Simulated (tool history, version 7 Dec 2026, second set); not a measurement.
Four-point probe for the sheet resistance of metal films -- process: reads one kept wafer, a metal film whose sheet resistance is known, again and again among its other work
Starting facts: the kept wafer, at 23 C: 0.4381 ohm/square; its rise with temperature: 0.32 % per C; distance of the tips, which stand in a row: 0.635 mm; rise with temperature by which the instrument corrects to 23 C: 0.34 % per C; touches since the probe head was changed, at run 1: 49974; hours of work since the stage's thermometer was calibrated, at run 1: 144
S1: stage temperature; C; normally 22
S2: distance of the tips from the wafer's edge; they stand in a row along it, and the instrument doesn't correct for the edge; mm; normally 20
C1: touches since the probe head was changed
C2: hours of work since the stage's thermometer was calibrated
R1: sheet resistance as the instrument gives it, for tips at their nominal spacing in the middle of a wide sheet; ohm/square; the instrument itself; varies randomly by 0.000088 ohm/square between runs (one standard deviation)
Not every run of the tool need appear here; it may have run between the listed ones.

run	day	S1	S2	C1	C2	R1
1	0	22	20	49974	144	0.439987
2	0.725	22	8	50827	157	0.441199
3	1.125	21	8	51296	165	0.44147
4	1.808	21	8	52096	178	0.44165
5	2.167	21	8	52516	185	0.441595
6	2.917	21	8	53398	199	0.441552
7	3.4	22	20	53963	208	0.440313
8	3.925	22	20	54581	218	0.440212
9	4.304	22	20	55026	225	0.440361
10	5.062	22	20	55913	239	0.440205
11	5.588	22	20	56531	249	0.440347
12	5.904	21	20	56903	255	0.440485
13	6.279	22	20	57342	262	0.440394
14	6.688	24	20	57824	270	0.440207
15	7.212	24	20	58438	280	0.440053
16	7.617	24	20	58911	287	0.440152
# day 7.675: stage's thermometer calibrated
17	8.125	22	20	59486	8	0.440412
18	8.454	22	20	59873	15	0.440475
19	9.096	22	20	60625	27	0.440428
20	9.571	22	20	61181	36	0.440481
21	10.004	18	26	61691	44	0.440757
22	10.496	27	9	62267	53	0.440987
23	11.088	25	32	62962	64	0.440006
24	11.604	31	20	63567	74	0.439433
# day 12.125: stage's thermometer calibrated, once more
25	12.183	27	13	64227	1	0.440305
26	12.692	31	19	64824	11	0.43953
27	13.042	19	3	65231	17	0.451049
28	13.65	19	16	65949	29	0.440943
29	13.988	19	16	66341	35	0.44106
30	14.429	22	3	66862	44	0.450795
31	15.158	20	9	67718	57	0.441844
32	15.492	20	9	68105	64	0.441615
33	16.138	33	9	68865	76	0.440255
34	16.671	24	9	69491	86	0.441298
35	17.229	32	9	70145	96	0.440405
36	17.975	28	20	71023	110	0.44007
37	18.517	22	31	71657	121	0.440528

Branching from run 37: 5 alternative next runs. What would each branch give?
A	19.008	27	24	72238	130	?
B	19.008	21	5	72238	130	?
C	19.008	23	7	72238	130	?
D	19.008	19	7	72238	130	?
E	19.008	27	5	72238	130	?

run	R1
A	0.43997
B	0.44431
C	0.442341
D	0.442723
E	0.443663
Had the tool no hidden state, the same runs would have come out as:
run	R1
A	0.437721
B	0.442042
C	0.440082
D	0.440463
E	0.441397
